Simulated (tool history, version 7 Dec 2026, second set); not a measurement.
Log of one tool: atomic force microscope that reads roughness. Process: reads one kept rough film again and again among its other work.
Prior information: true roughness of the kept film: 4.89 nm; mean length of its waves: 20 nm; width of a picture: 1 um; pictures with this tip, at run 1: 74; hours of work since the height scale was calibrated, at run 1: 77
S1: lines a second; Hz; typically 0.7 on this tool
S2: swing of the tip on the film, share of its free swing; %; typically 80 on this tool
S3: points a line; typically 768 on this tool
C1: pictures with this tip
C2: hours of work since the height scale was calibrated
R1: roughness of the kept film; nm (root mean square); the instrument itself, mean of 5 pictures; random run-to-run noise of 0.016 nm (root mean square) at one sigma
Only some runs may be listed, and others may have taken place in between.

run 1 day=0 | S1=0.7 S2=80 S3=768 | C1=74 C2=77 | R1=3.135
run 2 day=0.596 | S1=0.7 S2=80 S3=768 | C1=90 C2=83 | R1=3.008
run 3 day=1.321 | S1=1.761 S2=80 S3=768 | C1=111 C2=90 | R1=2.778
run 4 day=2.054 | S1=0.7 S2=74 S3=768 | C1=131 C2=97 | R1=2.79
run 5 day=2.721 | S1=0.7 S2=74 S3=768 | C1=150 C2=104 | R1=2.674
run 6 day=3.154 | S1=0.7 S2=74 S3=768 | C1=162 C2=108 | R1=2.626
run 7 day=3.817 | S1=0.703 S2=80 S3=768 | C1=181 C2=115 | R1=2.548
-- day=3.962 new tip fitted
run 8 day=4.283 | S1=0.703 S2=80 S3=768 | C1=9 C2=119 | R1=3.677
run 9 day=5.129 | S1=0.7 S2=90 S3=768 | C1=33 C2=128 | R1=3.443
run 10 day=5.796 | S1=0.7 S2=90 S3=768 | C1=52 C2=134 | R1=3.263
run 11 day=6.638 | S1=0.7 S2=66 S3=768 | C1=75 C2=143 | R1=3.18
run 12 day=7.438 | S1=0.7 S2=80 S3=768 | C1=98 C2=151 | R1=2.978
run 13 day=7.825 | S1=0.7 S2=80 S3=768 | C1=109 C2=155 | R1=2.914
run 14 day=8.554 | S1=0.7 S2=80 S3=409 | C1=129 C2=162 | R1=2.769
run 15 day=9.279 | S1=0.7 S2=80 S3=409 | C1=150 C2=169 | R1=2.671
run 16 day=10.15 | S1=0.7 S2=80 S3=409 | C1=174 C2=178 | R1=2.529
-- day=10.554 new tip fitted
run 17 day=11.112 | S1=0.7 S2=80 S3=768 | C1=15 C2=187 | R1=3.634
run 18 day=12.079 | S1=0.7 S2=80 S3=768 | C1=42 C2=197 | R1=3.385
run 19 day=12.954 | S1=2.108 S2=80 S3=768 | C1=67 C2=206 | R1=3.071
run 20 day=13.512 | S1=2.108 S2=80 S3=768 | C1=83 C2=211 | R1=2.97
run 21 day=13.979 | S1=2.108 S2=80 S3=768 | C1=96 C2=216 | R1=2.863
run 22 day=14.608 | S1=0.7 S2=80 S3=374 | C1=113 C2=222 | R1=2.878
run 23 day=15.129 | S1=0.7 S2=80 S3=374 | C1=128 C2=227 | R1=2.785
run 24 day=15.554 | S1=0.7 S2=80 S3=577 | C1=140 C2=232 | R1=2.731
run 25 day=16.292 | S1=0.7 S2=80 S3=577 | C1=161 C2=239 | R1=2.638
run 26 day=17.042 | S1=0.889 S2=80 S3=260 | C1=182 C2=247 | R1=2.477
-- day=17.142 new tip fitted
run 27 day=17.625 | S1=0.575 S2=58 S3=949 | C1=14 C2=252 | R1=3.748
run 28 day=18.088 | S1=0.575 S2=58 S3=949 | C1=26 C2=257 | R1=3.613
run 29 day=18.504 | S1=0.575 S2=57 S3=403 | C1=38 C2=261 | R1=3.444
run 30 day=19.154 | S1=2.699 S2=82 S3=403 | C1=56 C2=267 | R1=3.034
run 31 day=19.583 | S1=2.699 S2=82 S3=403 | C1=68 C2=272 | R1=2.907
run 32 day=20.238 | S1=0.584 S2=80 S3=768 | C1=87 C2=278 | R1=3.066
run 33 day=20.833 | S1=3.345 S2=68 S3=439 | C1=104 C2=284 | R1=2.822
run 34 day=21.575 | S1=3.345 S2=68 S3=439 | C1=124 C2=292 | R1=2.701
run 35 day=22.321 | S1=3.345 S2=68 S3=439 | C1=145 C2=299 | R1=2.625
run 36 day=23.079 | S1=3.345 S2=68 S3=439 | C1=167 C2=307 | R1=2.494
run 37 day=23.471 | S1=0.796 S2=80 S3=768 | C1=178 C2=311 | R1=2.542
-- day=23.771 new tip fitted
run 38 day=24.171 | S1=3.17 S2=78 S3=675 | C1=12 C2=317 | R1=3.444
run 39 day=24.779 | S1=3.17 S2=78 S3=675 | C1=29 C2=323 | R1=3.283
run 40 day=25.571 | S1=2.705 S2=80 S3=378 | C1=51 C2=331 | R1=3.102
run 41 day=26.346 | S1=0.651 S2=61 S3=768 | C1=73 C2=339 | R1=3.208
run 42 day=26.946 | S1=0.616 S2=64 S3=579 | C1=89 C2=345 | R1=3.118
run 43 day=27.567 | S1=0.921 S2=69 S3=969 | C1=107 C2=351 | R1=2.996
run 44 day=28.517 | S1=0.921 S2=69 S3=969 | C1=134 C2=361 | R1=2.814
run 45 day=29.329 | S1=1.376 S2=71 S3=514 | C1=156 C2=369 | R1=2.688
run 46 day=29.775 | S1=1.173 S2=78 S3=682 | C1=169 C2=373 | R1=2.575
run 47 day=30.204 | S1=1.173 S2=78 S3=682 | C1=181 C2=378 | R1=2.532

Alternative continuations, all from the tool just after run 47; predict every row:
-- day=30.371 new tip fitted
run A day=31.125 | S1=3.943 S2=78 S3=680 | C1=21 C2=387 | R1=?
-- day=30.371 new tip fitted
run B day=31.125 | S1=1.173 S2=78 S3=710 | C1=21 C2=387 | R1=?
-- day=30.371 new tip fitted
run C day=31.125 | S1=0.76 S2=77 S3=768 | C1=21 C2=387 | R1=?
-- day=30.371 new tip fitted
run D day=31.125 | S1=0.615 S2=72 S3=522 | C1=21 C2=387 | R1=?
-- day=30.371 new tip fitted
run E day=31.125 | S1=1.173 S2=81 S3=682 | C1=21 C2=387 | R1=?

run=A R1=3.237
run=B R1=3.491
run=C R1=3.55
run=D R1=3.59
run=E R1=3.47
Without the tool's hidden state the same runs would have given:
run=A R1=3.494
run=B R1=3.767
run=C R1=3.831
run=D R1=3.873
run=E R1=3.744

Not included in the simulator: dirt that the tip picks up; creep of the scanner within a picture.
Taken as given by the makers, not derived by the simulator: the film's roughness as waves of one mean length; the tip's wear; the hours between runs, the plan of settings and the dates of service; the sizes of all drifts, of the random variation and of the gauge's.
